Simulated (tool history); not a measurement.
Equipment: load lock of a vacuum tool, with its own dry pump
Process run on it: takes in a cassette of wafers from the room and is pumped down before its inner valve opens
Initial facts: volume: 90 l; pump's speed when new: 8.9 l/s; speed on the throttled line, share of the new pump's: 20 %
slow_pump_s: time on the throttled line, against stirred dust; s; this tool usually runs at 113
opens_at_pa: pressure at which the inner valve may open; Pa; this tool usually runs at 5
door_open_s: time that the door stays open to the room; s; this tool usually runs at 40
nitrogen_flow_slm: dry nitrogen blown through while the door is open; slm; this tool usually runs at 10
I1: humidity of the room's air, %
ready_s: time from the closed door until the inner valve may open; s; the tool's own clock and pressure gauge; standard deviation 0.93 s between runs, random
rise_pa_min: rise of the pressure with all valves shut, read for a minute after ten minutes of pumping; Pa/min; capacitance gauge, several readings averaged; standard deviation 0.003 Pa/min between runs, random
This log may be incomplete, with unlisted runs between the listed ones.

run 1 hour=0 | slow_pump_s=113 opens_at_pa=5 door_open_s=40 nitrogen_flow_slm=10 | I1=45.5 | ready_s=201.8 rise_pa_min=0.431
run 2 hour=165 | slow_pump_s=113 opens_at_pa=5 door_open_s=40 nitrogen_flow_slm=10 | I1=48.4 | ready_s=201.7 rise_pa_min=0.44
run 3 hour=505.4 | slow_pump_s=113 opens_at_pa=5 door_open_s=40 nitrogen_flow_slm=10 | I1=48.1 | ready_s=202.3 rise_pa_min=0.469
run 4 hour=644 | slow_pump_s=113 opens_at_pa=5 door_open_s=40 nitrogen_flow_slm=10 | I1=43.7 | ready_s=201.2 rise_pa_min=0.477
run 5 hour=929.6 | slow_pump_s=113 opens_at_pa=5 door_open_s=40 nitrogen_flow_slm=10 | I1=45.5 | ready_s=202.5 rise_pa_min=0.485
run 6 hour=1135.7 | slow_pump_s=113 opens_at_pa=4 door_open_s=40 nitrogen_flow_slm=10 | I1=45.4 | ready_s=204.4 rise_pa_min=0.497
run 7 hour=1286.8 | slow_pump_s=113 opens_at_pa=5 door_open_s=40 nitrogen_flow_slm=18 | I1=44.4 | ready_s=201.7 rise_pa_min=0.496
-- hour=1412.2 dry pump taken out, an overhauled one fitted
run 8 hour=1525.5 | slow_pump_s=113 opens_at_pa=5 door_open_s=40 nitrogen_flow_slm=10 | I1=45.7 | ready_s=191 rise_pa_min=0.518
run 9 hour=1740.6 | slow_pump_s=113 opens_at_pa=5 door_open_s=40 nitrogen_flow_slm=10 | I1=45 | ready_s=189.8 rise_pa_min=0.537
run 10 hour=2070.3 | slow_pump_s=113 opens_at_pa=5 door_open_s=40 nitrogen_flow_slm=10 | I1=41.5 | ready_s=192.4 rise_pa_min=0.55
run 11 hour=2311.1 | slow_pump_s=113 opens_at_pa=5 door_open_s=35 nitrogen_flow_slm=10 | I1=45 | ready_s=191.5 rise_pa_min=0.564
run 12 hour=2471.7 | slow_pump_s=113 opens_at_pa=5 door_open_s=35 nitrogen_flow_slm=10 | I1=41.4 | ready_s=190.7 rise_pa_min=0.575
-- hour=2539.1 door's seal changed, seat wiped
run 13 hour=2687.2 | slow_pump_s=113 opens_at_pa=5 door_open_s=35 nitrogen_flow_slm=10 | I1=41.1 | ready_s=190.1 rise_pa_min=0.032
run 14 hour=2848.8 | slow_pump_s=149 opens_at_pa=5 door_open_s=40 nitrogen_flow_slm=10 | I1=43.8 | ready_s=220.7 rise_pa_min=0.038
run 15 hour=2990.5 | slow_pump_s=113 opens_at_pa=5 door_open_s=40 nitrogen_flow_slm=10 | I1=47.1 | ready_s=190.8 rise_pa_min=0.04
run 16 hour=3220.6 | slow_pump_s=113 opens_at_pa=5 door_open_s=140 nitrogen_flow_slm=10 | I1=41.7 | ready_s=191.7 rise_pa_min=0.059
run 17 hour=3480.7 | slow_pump_s=113 opens_at_pa=5 door_open_s=40 nitrogen_flow_slm=10 | I1=47.1 | ready_s=192.6 rise_pa_min=0.046
run 18 hour=3722.5 | slow_pump_s=211 opens_at_pa=5 door_open_s=40 nitrogen_flow_slm=10 | I1=43.4 | ready_s=269.7 rise_pa_min=0.042
run 19 hour=3879.4 | slow_pump_s=58 opens_at_pa=4 door_open_s=40 nitrogen_flow_slm=15 | I1=45.5 | ready_s=152 rise_pa_min=0.049
run 20 hour=4068.9 | slow_pump_s=58 opens_at_pa=4 door_open_s=40 nitrogen_flow_slm=15 | I1=44.9 | ready_s=151.5 rise_pa_min=0.05
run 21 hour=4296.1 | slow_pump_s=58 opens_at_pa=4 door_open_s=229 nitrogen_flow_slm=15 | I1=46.7 | ready_s=151.9 rise_pa_min=0.079

Forecast run 22:
run 22 hour=4454.8 | slow_pump_s=58 opens_at_pa=4 door_open_s=229 nitrogen_flow_slm=15 | I1=48.5 | ready_s=? rise_pa_min=?

{"run 22": {"ready_s": 153.8, "rise_pa_min": 0.082}}
If the tool had no hidden condition, the same run with the same run-to-run variation would have returned ready_s 150.8 s, rise_pa_min 0.056 Pa/min.
